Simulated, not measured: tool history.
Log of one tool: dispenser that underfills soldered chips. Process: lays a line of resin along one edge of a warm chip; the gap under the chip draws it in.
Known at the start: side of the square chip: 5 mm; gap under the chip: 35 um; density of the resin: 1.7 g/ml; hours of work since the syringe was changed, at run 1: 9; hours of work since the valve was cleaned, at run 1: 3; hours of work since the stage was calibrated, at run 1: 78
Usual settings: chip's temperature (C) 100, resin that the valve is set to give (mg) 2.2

run    day  chip's temperature (C)  resin that the valve is set to give (mg)  hours of work since the syringe was changed  hours of work since the valve was cleaned  hours of work since the stage was calibrated  time until the resin shows at the far edge (s)  resin that the valve gave (mg)
  1      0                     100                                       2.2                                            9                                          3                                            78                                              81                            2.19
  2  0.092                     100                                       2.2                                           10                                          5                                            79                                              90                            2.18
     0.117  -- new syringe of resin
  3  0.258                     100                                       2.2                                            3                                          8                                            82                                            52.3                            2.18
  4  0.429                     100                                       2.2                                            6                                         11                                            86                                            66.7                             2.2
  5  0.621                     100                                       2.2                                           10                                         15                                            89                                            86.2                            2.16
     0.688  -- new syringe of resin
  6  0.817                     100                                       2.2                                            2                                         19                                            93                                            51.7                            2.19
  7  0.929                     100                                       2.2                                            5                                         21                                            95                                            60.5                            2.16
  8  1.117                     100                                       2.2                                            8                                         24                                            99                                            78.7                            2.19
  9  1.225                     100                                       2.2                                           10                                         26                                           101                                            90.6                            2.18
     1.254  -- new syringe of resin
 10  1.367                     100                                       2.2                                            2                                         29                                           103                                            52.2                            2.14
 11  1.483                     100                                       2.2                                            4                                         31                                           105                                              60                            2.16
 12  1.583                     105                                      2.45                                            6                                         33                                           107                                            55.7                             2.4
 13  1.733                      99                                      2.36                                            9                                         36                                           110                                            86.6                            2.31
     1.821  -- new syringe of resin
 14  1.962                     110                                       2.1                                            3                                         40                                           114                                            35.2                            2.03
 15  2.079                      85                                      2.44                                            5                                         42                                           117                                           114.7                            2.34
 16    2.2                     114                                       2.2                                            7                                         45                                           119                                            41.8                            2.13
 17  2.342                     114                                      2.13                                           10                                         47                                           122                                            50.3                            2.07
     2.392  -- new syringe of resin
 18  2.458                     105                                      2.87                                            1                                         49                                           124                                            38.1                            2.79
 19   2.55                     109                                      2.49                                            3                                         51                                           125                                            37.3                            2.42
 20  2.738                      87                                      2.62                                            7                                         55                                           129                                           118.1                            2.53

Forecast each of these 4 alternatives for the next run:
  A  2.854                      97                                      2.89                                            9                                         57                                           131                                               ?                               ?
  B  2.854                     109                                       2.2                                            9                                         57                                           131                                               ?                               ?
  C  2.854                      86                                      2.38                                            9                                         57                                           131                                               ?                               ?
  D  2.854                     113                                      2.67                                            9                                         57                                           131                                               ?                               ?

run  time until the resin shows at the far edge (s)  resin that the valve gave (mg)
  A                                            90.5                            2.77
  B                                            57.2                            2.11
  C                                           146.3                            2.29
  D                                            47.8                            2.57
Without the tool's hidden state the same runs would have given:
run  time until the resin shows at the far edge (s)  resin that the valve gave (mg)
  A                                            46.9                            2.88
  B                                            29.2                             2.2
  C                                            74.9                            2.38
  D                                            24.8                            2.67

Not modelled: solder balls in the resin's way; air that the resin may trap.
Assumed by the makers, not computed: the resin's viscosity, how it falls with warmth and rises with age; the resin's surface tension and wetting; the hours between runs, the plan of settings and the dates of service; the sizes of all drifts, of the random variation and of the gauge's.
